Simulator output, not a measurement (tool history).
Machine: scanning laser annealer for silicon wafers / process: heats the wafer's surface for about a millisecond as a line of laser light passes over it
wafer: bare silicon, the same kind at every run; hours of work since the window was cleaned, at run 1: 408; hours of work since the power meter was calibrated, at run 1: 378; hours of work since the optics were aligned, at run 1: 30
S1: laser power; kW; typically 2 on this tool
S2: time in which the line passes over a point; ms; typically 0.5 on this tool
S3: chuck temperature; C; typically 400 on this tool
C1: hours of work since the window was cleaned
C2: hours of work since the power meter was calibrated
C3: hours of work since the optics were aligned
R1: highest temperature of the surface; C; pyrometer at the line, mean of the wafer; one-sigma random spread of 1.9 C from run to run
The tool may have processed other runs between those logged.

{"run": 1, "day": 0.0, "S1": 2, "S2": 0.5, "S3": 400, "C1": 408, "C2": 378, "C3": 30, "R1": 1206}
{"run": 2, "day": 0.567, "S1": 2, "S2": 0.5, "S3": 400, "C1": 419, "C2": 389, "C3": 40, "R1": 1204}
{"run": 3, "day": 1.054, "S1": 2, "S2": 0.5, "S3": 407, "C1": 428, "C2": 398, "C3": 49, "R1": 1210}
{"run": 4, "day": 1.321, "S1": 2, "S2": 0.5, "S3": 407, "C1": 433, "C2": 403, "C3": 54, "R1": 1212}
{"run": 5, "day": 1.654, "S1": 2, "S2": 0.5, "S3": 379, "C1": 439, "C2": 409, "C3": 61, "R1": 1184}
{"run": 6, "day": 2.092, "S1": 2, "S2": 0.5, "S3": 379, "C1": 447, "C2": 418, "C3": 69, "R1": 1186}
{"run": 7, "day": 2.458, "S1": 2, "S2": 0.5, "S3": 379, "C1": 454, "C2": 425, "C3": 76, "R1": 1184}
{"run": 8, "day": 2.75, "S1": 2, "S2": 0.5, "S3": 379, "C1": 460, "C2": 430, "C3": 81, "R1": 1180}
{"run": 9, "day": 3.271, "S1": 2, "S2": 0.5, "S3": 425, "C1": 469, "C2": 440, "C3": 91, "R1": 1235}
{"run": 10, "day": 3.804, "S1": 2, "S2": 0.5, "S3": 393, "C1": 479, "C2": 450, "C3": 101, "R1": 1202}
{"run": 11, "day": 4.367, "S1": 2, "S2": 0.5, "S3": 400, "C1": 490, "C2": 460, "C3": 111, "R1": 1206}
{"run": 12, "day": 4.875, "S1": 2, "S2": 0.5, "S3": 400, "C1": 499, "C2": 470, "C3": 121, "R1": 1206}
{"run": 13, "day": 5.2, "S1": 1.935, "S2": 0.5, "S3": 400, "C1": 505, "C2": 476, "C3": 127, "R1": 1170}
{"run": 14, "day": 5.471, "S1": 1.931, "S2": 0.5, "S3": 400, "C1": 511, "C2": 481, "C3": 132, "R1": 1171}
{"run": 15, "day": 5.883, "S1": 1.931, "S2": 0.5, "S3": 400, "C1": 518, "C2": 489, "C3": 140, "R1": 1170}
{"run": 16, "day": 6.45, "S1": 2, "S2": 0.5, "S3": 400, "C1": 529, "C2": 499, "C3": 151, "R1": 1204}
{"run": 17, "day": 6.812, "S1": 2, "S2": 0.523, "S3": 400, "C1": 536, "C2": 506, "C3": 157, "R1": 1224}
{"run": 18, "day": 7.35, "S1": 2, "S2": 0.523, "S3": 400, "C1": 546, "C2": 516, "C3": 167, "R1": 1224}
{"run": 19, "day": 7.771, "S1": 1.781, "S2": 0.478, "S3": 400, "C1": 554, "C2": 524, "C3": 175, "R1": 1082}
{"run": 20, "day": 8.342, "S1": 1.844, "S2": 0.478, "S3": 400, "C1": 564, "C2": 535, "C3": 186, "R1": 1110}
{"run": 21, "day": 8.846, "S1": 2.131, "S2": 0.478, "S3": 381, "C1": 574, "C2": 544, "C3": 195, "R1": 1235}
{"run": 22, "day": 9.408, "S1": 2, "S2": 0.5, "S3": 412, "C1": 584, "C2": 555, "C3": 206, "R1": 1216}
{"run": 23, "day": 9.808, "S1": 1.721, "S2": 0.516, "S3": 405, "C1": 592, "C2": 562, "C3": 213, "R1": 1083}
{"run": 24, "day": 10.233, "S1": 2, "S2": 0.588, "S3": 426, "C1": 600, "C2": 570, "C3": 221, "R1": 1294}
{"run": 25, "day": 10.812, "S1": 2, "S2": 0.413, "S3": 414, "C1": 611, "C2": 581, "C3": 232, "R1": 1148}
{"run": 26, "day": 11.388, "S1": 1.766, "S2": 0.354, "S3": 380, "C1": 621, "C2": 592, "C3": 243, "R1": 965}
{"run": 27, "day": 11.754, "S1": 2, "S2": 0.5, "S3": 381, "C1": 628, "C2": 599, "C3": 250, "R1": 1184}
{"run": 28, "day": 12.283, "S1": 2, "S2": 0.5, "S3": 381, "C1": 638, "C2": 609, "C3": 260, "R1": 1186}
{"run": 29, "day": 12.546, "S1": 2, "S2": 0.5, "S3": 381, "C1": 643, "C2": 614, "C3": 265, "R1": 1186}
{"run": 30, "day": 13.071, "S1": 2, "S2": 0.365, "S3": 400, "C1": 653, "C2": 624, "C3": 275, "R1": 1098}
{"run": 31, "day": 13.396, "S1": 2, "S2": 0.447, "S3": 361, "C1": 659, "C2": 630, "C3": 281, "R1": 1126}
{"run": 32, "day": 13.971, "S1": 1.853, "S2": 0.588, "S3": 400, "C1": 670, "C2": 640, "C3": 292, "R1": 1190}
{"run": 33, "day": 14.375, "S1": 1.853, "S2": 0.588, "S3": 400, "C1": 677, "C2": 648, "C3": 299, "R1": 1189}

Here are 3 independent what-if runs from the current tool condition. What would each one return?
{"day": 14.538, "done": "window over the wafer cleaned"}
{"run": "A", "day": 14.992, "S1": 2, "S2": 0.613, "S3": 400, "C1": 8, "C2": 658, "C3": 309, "R1": "?"}
{"day": 14.538, "done": "window over the wafer cleaned"}
{"run": "B", "day": 14.992, "S1": 2.019, "S2": 0.496, "S3": 428, "C1": 8, "C2": 658, "C3": 309, "R1": "?"}
{"day": 14.538, "done": "window over the wafer cleaned"}
{"run": "C", "day": 14.992, "S1": 1.823, "S2": 0.494, "S3": 400, "C1": 8, "C2": 658, "C3": 309, "R1": "?"}

run=A R1=1284
run=B R1=1242
run=C R1=1117
Without the tool's hidden state the same runs would have given:
run=A R1=1284
run=B R1=1242
run=C R1=1117
